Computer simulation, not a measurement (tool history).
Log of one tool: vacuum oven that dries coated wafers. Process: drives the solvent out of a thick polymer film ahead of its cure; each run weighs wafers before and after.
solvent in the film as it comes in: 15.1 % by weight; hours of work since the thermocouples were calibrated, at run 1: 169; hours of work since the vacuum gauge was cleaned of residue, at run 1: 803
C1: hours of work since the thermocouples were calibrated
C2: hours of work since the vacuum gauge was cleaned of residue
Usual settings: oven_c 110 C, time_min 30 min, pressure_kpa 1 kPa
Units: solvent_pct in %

{"run": 1, "hour": 0.0, "oven_c": 110, "time_min": 30, "pressure_kpa": 1, "C1": 169, "C2": 803, "solvent_pct": 4.35}
{"run": 2, "hour": 32.4, "oven_c": 110, "time_min": 30, "pressure_kpa": 1, "C1": 187, "C2": 821, "solvent_pct": 4.45}
{"run": 3, "hour": 55.7, "oven_c": 110, "time_min": 30, "pressure_kpa": 1, "C1": 200, "C2": 834, "solvent_pct": 4.46}
{"run": 4, "hour": 101.1, "oven_c": 110, "time_min": 30, "pressure_kpa": 1, "C1": 226, "C2": 859, "solvent_pct": 4.5}
{"run": 5, "hour": 122.4, "oven_c": 110, "time_min": 30, "pressure_kpa": 1, "C1": 238, "C2": 871, "solvent_pct": 4.45}
{"run": 6, "hour": 161.0, "oven_c": 110, "time_min": 30, "pressure_kpa": 1, "C1": 259, "C2": 893, "solvent_pct": 4.4}

Forecast run 7:
{"run": 7, "hour": 184.0, "oven_c": 110, "time_min": 30, "pressure_kpa": 1, "C1": 272, "C2": 905, "solvent_pct": "?"}

solvent_pct: 4.54 %
Without the tool's hidden state the same run would have given solvent_pct 4.53 %.

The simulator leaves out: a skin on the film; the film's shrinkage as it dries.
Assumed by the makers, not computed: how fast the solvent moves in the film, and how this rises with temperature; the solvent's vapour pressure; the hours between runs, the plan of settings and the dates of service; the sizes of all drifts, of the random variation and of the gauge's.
